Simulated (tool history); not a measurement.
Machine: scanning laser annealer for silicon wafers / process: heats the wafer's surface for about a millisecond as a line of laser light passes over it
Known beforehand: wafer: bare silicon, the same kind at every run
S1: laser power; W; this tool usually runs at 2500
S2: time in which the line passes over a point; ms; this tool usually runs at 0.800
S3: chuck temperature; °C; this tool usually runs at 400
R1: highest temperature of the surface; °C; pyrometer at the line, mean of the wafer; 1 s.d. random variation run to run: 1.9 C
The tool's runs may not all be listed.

run,hour,S1,S2,S3,R1
1,0.0,2500,0.800,400,1094
2,7.2,2500,0.677,400,1036
3,12.2,2500,0.677,400,1036
4,22.0,2500,0.677,400,1037
5,32.4,2500,0.677,400,1036
6,40.6,2500,0.677,400,1035
7,51.4,2706,0.677,400,1098
8,58.4,2706,0.677,400,1096
9,67.9,2706,0.677,400,1093
10,75.6,2514,0.800,400,1102
11,87.1,2514,0.800,400,1100
12,94.0,2500,0.699,400,1045
# hour 102.9: optics aligned, line set to its width
13,107.1,2500,0.800,400,1105
14,114.9,2500,0.916,400,1157
15,125.6,2500,0.916,400,1159
16,136.2,2500,0.900,400,1153
17,145.9,2500,0.900,400,1149
18,155.0,2500,0.900,400,1148
19,159.9,2473,0.900,404,1148
20,166.3,2500,0.800,398,1104
21,171.1,2500,0.800,398,1103
22,177.0,2500,0.800,398,1101
23,187.8,2500,0.855,382,1109
24,193.5,2500,0.855,382,1108
25,198.4,2500,0.855,382,1109
26,203.8,2196,0.855,430,1057
27,212.2,2642,0.845,380,1152
28,220.8,2458,0.800,400,1089

4 options for the next run, each taken on its own from the tool as it stands now. Forecast them:
A,230.8,2737,0.800,400,?
B,230.8,2747,0.800,433,?
C,230.8,2648,0.622,400,?
D,230.8,2458,0.936,400,?

run,R1
A,1180
B,1219
C,1057
D,1151
Had the tool no hidden state, the same runs would have come out as:
run,R1
A,1200
B,1239
C,1074
D,1171
